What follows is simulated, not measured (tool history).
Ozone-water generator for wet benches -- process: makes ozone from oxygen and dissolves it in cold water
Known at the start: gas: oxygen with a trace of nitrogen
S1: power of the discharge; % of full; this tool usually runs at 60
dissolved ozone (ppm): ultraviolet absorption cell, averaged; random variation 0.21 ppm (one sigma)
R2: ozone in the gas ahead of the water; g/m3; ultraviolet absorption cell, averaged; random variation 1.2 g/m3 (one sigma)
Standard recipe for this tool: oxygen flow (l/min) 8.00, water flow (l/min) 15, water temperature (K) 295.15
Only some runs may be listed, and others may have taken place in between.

run 1 hour=0.0 | S1=60 oxygen_flow_(l/min)=8.00 water_flow_(l/min)=15 water_temperature_(K)=295.15 | dissolved_ozone_(ppm)=27.9 R2=206.9
run 2 hour=46.8 | S1=60 oxygen_flow_(l/min)=8.00 water_flow_(l/min)=15 water_temperature_(K)=295.15 | dissolved_ozone_(ppm)=27.9 R2=207.4
run 3 hour=94.5 | S1=64 oxygen_flow_(l/min)=8.00 water_flow_(l/min)=15 water_temperature_(K)=295.15 | dissolved_ozone_(ppm)=28.9 R2=216.4
run 4 hour=168.9 | S1=71 oxygen_flow_(l/min)=8.00 water_flow_(l/min)=15 water_temperature_(K)=295.15 | dissolved_ozone_(ppm)=30.8 R2=234.5
run 5 hour=247.7 | S1=71 oxygen_flow_(l/min)=8.00 water_flow_(l/min)=15 water_temperature_(K)=295.15 | dissolved_ozone_(ppm)=30.6 R2=231.9
run 6 hour=317.0 | S1=71 oxygen_flow_(l/min)=8.00 water_flow_(l/min)=15 water_temperature_(K)=295.15 | dissolved_ozone_(ppm)=30.6 R2=229.3
run 7 hour=381.0 | S1=71 oxygen_flow_(l/min)=8.00 water_flow_(l/min)=15 water_temperature_(K)=295.15 | dissolved_ozone_(ppm)=30.3 R2=226.9
run 8 hour=440.4 | S1=74 oxygen_flow_(l/min)=8.00 water_flow_(l/min)=15 water_temperature_(K)=295.15 | dissolved_ozone_(ppm)=31.5 R2=236.6
run 9 hour=513.9 | S1=74 oxygen_flow_(l/min)=8.00 water_flow_(l/min)=15 water_temperature_(K)=295.15 | dissolved_ozone_(ppm)=31.3 R2=236.5
run 10 hour=565.1 | S1=60 oxygen_flow_(l/min)=8.00 water_flow_(l/min)=11 water_temperature_(K)=295.15 | dissolved_ozone_(ppm)=32.2 R2=205.9
-- hour=574.3 contactor cleaned
run 11 hour=622.1 | S1=60 oxygen_flow_(l/min)=8.00 water_flow_(l/min)=15 water_temperature_(K)=292.15 | dissolved_ozone_(ppm)=28.2 R2=205.4
run 12 hour=666.6 | S1=60 oxygen_flow_(l/min)=8.00 water_flow_(l/min)=15 water_temperature_(K)=295.15 | dissolved_ozone_(ppm)=26.7 R2=205.3
run 13 hour=734.9 | S1=60 oxygen_flow_(l/min)=5.43 water_flow_(l/min)=15 water_temperature_(K)=295.15 | dissolved_ozone_(ppm)=26.0 R2=235.6
run 14 hour=824.8 | S1=43 oxygen_flow_(l/min)=5.43 water_flow_(l/min)=15 water_temperature_(K)=295.15 | dissolved_ozone_(ppm)=21.2 R2=188.1
-- hour=854.2 contactor cleaned, once more
run 15 hour=913.5 | S1=60 oxygen_flow_(l/min)=6.32 water_flow_(l/min)=15 water_temperature_(K)=295.15 | dissolved_ozone_(ppm)=28.5 R2=222.8
run 16 hour=967.2 | S1=60 oxygen_flow_(l/min)=8.00 water_flow_(l/min)=15 water_temperature_(K)=295.15 | dissolved_ozone_(ppm)=28.0 R2=204.9
run 17 hour=1013.0 | S1=60 oxygen_flow_(l/min)=8.00 water_flow_(l/min)=15 water_temperature_(K)=295.15 | dissolved_ozone_(ppm)=28.2 R2=206.7
run 18 hour=1086.7 | S1=67 oxygen_flow_(l/min)=8.00 water_flow_(l/min)=15 water_temperature_(K)=300.15 | dissolved_ozone_(ppm)=27.1 R2=219.0
run 19 hour=1139.4 | S1=93 oxygen_flow_(l/min)=8.00 water_flow_(l/min)=15 water_temperature_(K)=293.15 | dissolved_ozone_(ppm)=38.6 R2=270.1
run 20 hour=1186.2 | S1=93 oxygen_flow_(l/min)=12.12 water_flow_(l/min)=10 water_temperature_(K)=293.15 | dissolved_ozone_(ppm)=44.3 R2=230.9
run 21 hour=1232.6 | S1=93 oxygen_flow_(l/min)=12.12 water_flow_(l/min)=10 water_temperature_(K)=293.15 | dissolved_ozone_(ppm)=45.5 R2=232.0
run 22 hour=1303.6 | S1=53 oxygen_flow_(l/min)=5.76 water_flow_(l/min)=9 water_temperature_(K)=302.15 | dissolved_ozone_(ppm)=29.6 R2=209.3
run 23 hour=1381.6 | S1=53 oxygen_flow_(l/min)=13.20 water_flow_(l/min)=9 water_temperature_(K)=291.15 | dissolved_ozone_(ppm)=33.9 R2=155.8
run 24 hour=1430.0 | S1=60 oxygen_flow_(l/min)=6.17 water_flow_(l/min)=15 water_temperature_(K)=295.15 | dissolved_ozone_(ppm)=27.9 R2=222.8
run 25 hour=1483.6 | S1=60 oxygen_flow_(l/min)=8.00 water_flow_(l/min)=22 water_temperature_(K)=299.15 | dissolved_ozone_(ppm)=20.4 R2=203.8
run 26 hour=1577.9 | S1=91 oxygen_flow_(l/min)=5.67 water_flow_(l/min)=18 water_temperature_(K)=290.15 | dissolved_ozone_(ppm)=34.6 R2=297.1
run 27 hour=1642.5 | S1=65 oxygen_flow_(l/min)=5.67 water_flow_(l/min)=19 water_temperature_(K)=290.15 | dissolved_ozone_(ppm)=26.5 R2=241.6
run 28 hour=1735.3 | S1=65 oxygen_flow_(l/min)=5.67 water_flow_(l/min)=19 water_temperature_(K)=290.15 | dissolved_ozone_(ppm)=26.9 R2=239.1
run 29 hour=1786.0 | S1=65 oxygen_flow_(l/min)=5.67 water_flow_(l/min)=19 water_temperature_(K)=290.15 | dissolved_ozone_(ppm)=26.4 R2=238.3
run 30 hour=1838.0 | S1=65 oxygen_flow_(l/min)=5.67 water_flow_(l/min)=19 water_temperature_(K)=290.15 | dissolved_ozone_(ppm)=26.6 R2=238.9
run 31 hour=1921.2 | S1=65 oxygen_flow_(l/min)=11.95 water_flow_(l/min)=17 water_temperature_(K)=295.15 | dissolved_ozone_(ppm)=26.7 R2=181.6
run 32 hour=2022.0 | S1=60 oxygen_flow_(l/min)=8.00 water_flow_(l/min)=19 water_temperature_(K)=295.15 | dissolved_ozone_(ppm)=23.9 R2=199.3
run 33 hour=2084.3 | S1=60 oxygen_flow_(l/min)=5.38 water_flow_(l/min)=18 water_temperature_(K)=295.15 | dissolved_ozone_(ppm)=23.9 R2=233.6

Branching from run 33: 4 alternative next runs. What would each branch give?
run A hour=2146.0 | S1=60 oxygen_flow_(l/min)=9.00 water_flow_(l/min)=17 water_temperature_(K)=295.15 | dissolved_ozone_(ppm)=? R2=?
run B hour=2146.0 | S1=98 oxygen_flow_(l/min)=8.00 water_flow_(l/min)=15 water_temperature_(K)=295.15 | dissolved_ozone_(ppm)=? R2=?
run C hour=2146.0 | S1=60 oxygen_flow_(l/min)=7.60 water_flow_(l/min)=10 water_temperature_(K)=295.15 | dissolved_ozone_(ppm)=? R2=?
run D hour=2146.0 | S1=60 oxygen_flow_(l/min)=5.85 water_flow_(l/min)=11 water_temperature_(K)=291.15 | dissolved_ozone_(ppm)=? R2=?

run=A dissolved_ozone_(ppm)=25.5 R2=191.5
run=B dissolved_ozone_(ppm)=37.1 R2=273.4
run=C dissolved_ozone_(ppm)=34.3 R2=201.9
run=D dissolved_ozone_(ppm)=35.4 R2=223.4
The same runs, with their run-to-run variation unchanged, on a tool lacking any hidden condition would have given:
run=A dissolved_ozone_(ppm)=28.2 R2=206.9
run=B dissolved_ozone_(ppm)=42.1 R2=303.6
run=C dissolved_ozone_(ppm)=37.7 R2=218.1
run=D dissolved_ozone_(ppm)=39.0 R2=241.4

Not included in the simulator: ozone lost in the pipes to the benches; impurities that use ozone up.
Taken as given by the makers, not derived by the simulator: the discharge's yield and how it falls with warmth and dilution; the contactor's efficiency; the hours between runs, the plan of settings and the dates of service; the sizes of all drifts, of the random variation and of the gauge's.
